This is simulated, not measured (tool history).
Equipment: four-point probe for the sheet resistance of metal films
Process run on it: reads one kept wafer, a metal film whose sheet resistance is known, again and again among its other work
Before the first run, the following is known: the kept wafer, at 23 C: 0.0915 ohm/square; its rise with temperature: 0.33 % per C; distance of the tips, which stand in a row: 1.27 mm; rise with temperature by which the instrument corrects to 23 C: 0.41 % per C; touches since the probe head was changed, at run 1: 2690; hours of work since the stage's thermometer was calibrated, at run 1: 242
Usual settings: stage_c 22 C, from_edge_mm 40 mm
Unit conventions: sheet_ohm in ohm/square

run,hour,stage_c,from_edge_mm,touches since the probe head was changed,hours of work since the stage's thermometer was calibrated,sheet_ohm
1,0.0,22,40,2690,242,0.091610
2,16.2,22,40,3295,253,0.091588
3,27.9,22,40,3733,261,0.091638
4,45.1,22,40,4378,273,0.091608
5,63.3,22,73,5056,285,0.091545
6,78.3,22,40,5619,295,0.091629
7,97.6,22,47,6341,308,0.091584
8,113.9,22,47,6951,320,0.091647
9,135.2,21,40,7746,334,0.091684
10,156.0,22,40,8524,348,0.091592
11,166.7,22,40,8923,355,0.091608
12,185.0,22,40,9611,368,0.091614
13,199.2,22,40,10140,378,0.091608
14,218.9,22,40,10878,391,0.091603
15,234.7,22,67,11471,402,0.091581
16,247.1,18,3,11933,410,0.099910
17,261.3,19,3,12462,420,0.099785
18,273.7,25,6,12928,428,0.093496
19,285.7,24,17,13377,437,0.091671
20,296.2,21,15,13767,444,0.091995
21,308.6,21,15,14233,452,0.091987
22,322.2,29,4,14742,461,0.095752
23,337.9,29,4,15330,472,0.095753
24,347.9,29,4,15704,479,0.095724
25,368.8,29,4,16483,493,0.095765
26,386.6,24,18,17152,505,0.091670
27,401.1,24,18,17693,515,0.091706
28,417.4,29,74,18303,526,0.091083
29,430.3,22,13,18785,535,0.092057

What if the next run were any one of these 5? Each begins from the tool's condition after run 29:
A,446.3,22,70,19385,546,?
B,446.3,33,12,19385,546,?
C,446.3,34,3,19385,546,?
D,446.3,22,3,19385,546,?
E,446.3,19,40,19385,546,?

run,sheet_ohm
A,0.091567
B,0.091369
C,0.098690
D,0.099553
E,0.091811
Take away the tool's hidden state, keep each run's random variation, and the runs would have read:
run,sheet_ohm
A,0.091575
B,0.091377
C,0.098699
D,0.099562
E,0.091819
